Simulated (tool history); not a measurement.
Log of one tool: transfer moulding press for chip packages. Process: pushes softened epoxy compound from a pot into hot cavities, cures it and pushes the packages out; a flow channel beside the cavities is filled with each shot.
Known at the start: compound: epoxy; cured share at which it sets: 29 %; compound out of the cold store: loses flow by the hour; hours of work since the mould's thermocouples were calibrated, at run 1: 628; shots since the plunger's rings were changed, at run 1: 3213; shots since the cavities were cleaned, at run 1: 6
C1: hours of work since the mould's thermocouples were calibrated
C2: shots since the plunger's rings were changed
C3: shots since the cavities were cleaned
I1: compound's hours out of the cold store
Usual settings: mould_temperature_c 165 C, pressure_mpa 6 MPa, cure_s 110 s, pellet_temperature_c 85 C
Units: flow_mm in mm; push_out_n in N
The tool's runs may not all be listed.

run 1 hour=0 | mould_temperature_c=165 pressure_mpa=6 cure_s=110 pellet_temperature_c=85 | C1=628 C2=3213 C3=6 | I1=13.8 | flow_mm=589 push_out_n=302
run 2 hour=29.6 | mould_temperature_c=165 pressure_mpa=6 cure_s=110 pellet_temperature_c=89 | C1=644 C2=3498 C3=291 | I1=44.2 | flow_mm=487 push_out_n=376
-- hour=60.4 plunger's sealing rings changed
-- hour=71 mould's thermocouples calibrated
run 3 hour=90.7 | mould_temperature_c=165 pressure_mpa=6 cure_s=110 pellet_temperature_c=89 | C1=11 C2=273 C3=837 | I1=20.6 | flow_mm=588 push_out_n=486
-- hour=109.4 cavities cleaned with cleaning compound and waxed
run 4 hour=118.3 | mould_temperature_c=165 pressure_mpa=6 cure_s=110 pellet_temperature_c=89 | C1=25 C2=525 C3=86 | I1=34.3 | flow_mm=526 push_out_n=323
run 5 hour=170 | mould_temperature_c=165 pressure_mpa=6 cure_s=110 pellet_temperature_c=86 | C1=54 C2=1023 C3=584 | I1=34.6 | flow_mm=535 push_out_n=448
-- hour=217 cavities cleaned with cleaning compound and waxed
run 6 hour=217 | mould_temperature_c=165 pressure_mpa=6 cure_s=110 pellet_temperature_c=85 | C1=79 C2=1461 C3=0 | I1=8.3 | flow_mm=629 push_out_n=317
run 7 hour=260.5 | mould_temperature_c=165 pressure_mpa=6 cure_s=110 pellet_temperature_c=85 | C1=104 C2=1881 C3=420 | I1=37.9 | flow_mm=511 push_out_n=421
run 8 hour=294.8 | mould_temperature_c=165 pressure_mpa=6 cure_s=146 pellet_temperature_c=85 | C1=123 C2=2211 C3=750 | I1=9.7 | flow_mm=618 push_out_n=390
-- hour=325.1 cavities cleaned with cleaning compound and waxed
run 9 hour=325.3 | mould_temperature_c=165 pressure_mpa=6 cure_s=146 pellet_temperature_c=85 | C1=139 C2=2491 C3=2 | I1=18.2 | flow_mm=575 push_out_n=249
run 10 hour=377.3 | mould_temperature_c=165 pressure_mpa=6 cure_s=146 pellet_temperature_c=85 | C1=168 C2=2993 C3=504 | I1=37 | flow_mm=509 push_out_n=367
run 11 hour=413 | mould_temperature_c=165 pressure_mpa=6 cure_s=146 pellet_temperature_c=85 | C1=187 C2=3336 C3=847 | I1=44 | flow_mm=480 push_out_n=406
-- hour=430.1 cavities cleaned with cleaning compound and waxed
run 12 hour=450.2 | mould_temperature_c=165 pressure_mpa=6 cure_s=146 pellet_temperature_c=85 | C1=207 C2=3680 C3=194 | I1=42.5 | flow_mm=480 push_out_n=291
-- hour=465 plunger's sealing rings changed
run 13 hour=501.2 | mould_temperature_c=165 pressure_mpa=6 cure_s=146 pellet_temperature_c=85 | C1=234 C2=349 C3=662 | I1=26.4 | flow_mm=571 push_out_n=382
run 14 hour=526.3 | mould_temperature_c=165 pressure_mpa=6 cure_s=146 pellet_temperature_c=85 | C1=248 C2=590 C3=903 | I1=9.8 | flow_mm=628 push_out_n=392
-- hour=537.4 cavities cleaned with cleaning compound and waxed
run 15 hour=556.4 | mould_temperature_c=165 pressure_mpa=6 cure_s=146 pellet_temperature_c=85 | C1=264 C2=866 C3=182 | I1=43.6 | flow_mm=495 push_out_n=289
run 16 hour=604.4 | mould_temperature_c=161 pressure_mpa=5.39 cure_s=139 pellet_temperature_c=85 | C1=291 C2=1329 C3=645 | I1=22.3 | flow_mm=550 push_out_n=416
-- hour=642.9 cavities cleaned with cleaning compound and waxed
run 17 hour=642.9 | mould_temperature_c=161 pressure_mpa=5.39 cure_s=139 pellet_temperature_c=85 | C1=311 C2=1686 C3=0 | I1=29.4 | flow_mm=523 push_out_n=274
run 18 hour=701.6 | mould_temperature_c=161 pressure_mpa=5.39 cure_s=139 pellet_temperature_c=85 | C1=344 C2=2252 C3=566 | I1=34.6 | flow_mm=505 push_out_n=405
run 19 hour=729.4 | mould_temperature_c=161 pressure_mpa=5.39 cure_s=139 pellet_temperature_c=85 | C1=359 C2=2520 C3=834 | I1=26.4 | flow_mm=522 push_out_n=434
-- hour=747.8 cavities cleaned with cleaning compound and waxed
run 20 hour=788 | mould_temperature_c=161 pressure_mpa=5.14 cure_s=139 pellet_temperature_c=75 | C1=391 C2=3070 C3=387 | I1=35.5 | flow_mm=482 push_out_n=387
run 21 hour=845 | mould_temperature_c=161 pressure_mpa=5.14 cure_s=139 pellet_temperature_c=75 | C1=423 C2=3620 C3=937 | I1=38 | flow_mm=471 push_out_n=448
-- hour=856.6 cavities cleaned with cleaning compound and waxed
-- hour=863.1 plunger's sealing rings changed
run 22 hour=895.8 | mould_temperature_c=161 pressure_mpa=5.14 cure_s=139 pellet_temperature_c=75 | C1=449 C2=315 C3=354 | I1=42.8 | flow_mm=470 push_out_n=355
run 23 hour=952.5 | mould_temperature_c=158 pressure_mpa=6.12 cure_s=147 pellet_temperature_c=76 | C1=480 C2=861 C3=900 | I1=29.8 | flow_mm=584 push_out_n=448
-- hour=967.7 cavities cleaned with cleaning compound and waxed
run 24 hour=985.8 | mould_temperature_c=158 pressure_mpa=6.12 cure_s=147 pellet_temperature_c=76 | C1=498 C2=1168 C3=175 | I1=34.5 | flow_mm=555 push_out_n=353
run 25 hour=1032.9 | mould_temperature_c=166 pressure_mpa=5.04 cure_s=128 pellet_temperature_c=90 | C1=524 C2=1622 C3=629 | I1=38.9 | flow_mm=475 push_out_n=390
-- hour=1075.1 cavities cleaned with cleaning compound and waxed
run 26 hour=1082.7 | mould_temperature_c=159 pressure_mpa=6.74 cure_s=101 pellet_temperature_c=90 | C1=551 C2=2087 C3=73 | I1=37 | flow_mm=568 push_out_n=541
run 27 hour=1116.3 | mould_temperature_c=159 pressure_mpa=6.74 cure_s=101 pellet_temperature_c=90 | C1=570 C2=2411 C3=397 | I1=34.7 | flow_mm=564 push_out_n=657
run 28 hour=1155.9 | mould_temperature_c=159 pressure_mpa=6.74 cure_s=101 pellet_temperature_c=90 | C1=592 C2=2793 C3=779 | I1=14.9 | flow_mm=644 push_out_n=899

3 ways to go on from here, each from the tool as it stands after run 28. What would each give?
-- hour=1182.4 cavities cleaned with cleaning compound and waxed
run A hour=1185.2 | mould_temperature_c=165 pressure_mpa=6 cure_s=110 pellet_temperature_c=76 | C1=607 C2=3061 C3=27 | I1=9.2 | flow_mm=? push_out_n=?
-- hour=1182.4 cavities cleaned with cleaning compound and waxed
run B hour=1185.2 | mould_temperature_c=159 pressure_mpa=5 cure_s=101 pellet_temperature_c=86 | C1=607 C2=3061 C3=27 | I1=24.9 | flow_mm=? push_out_n=?
-- hour=1182.4 cavities cleaned with cleaning compound and waxed
run C hour=1185.2 | mould_temperature_c=159 pressure_mpa=6.74 cure_s=149 pellet_temperature_c=90 | C1=607 C2=3061 C3=27 | I1=19.6 | flow_mm=? push_out_n=?

run=A flow_mm=616 push_out_n=337
run=B flow_mm=509 push_out_n=576
run=C flow_mm=625 push_out_n=290
Without the tool's hidden state the same runs would have given:
run=A flow_mm=643 push_out_n=324
run=B flow_mm=532 push_out_n=557
run=C flow_mm=652 push_out_n=276
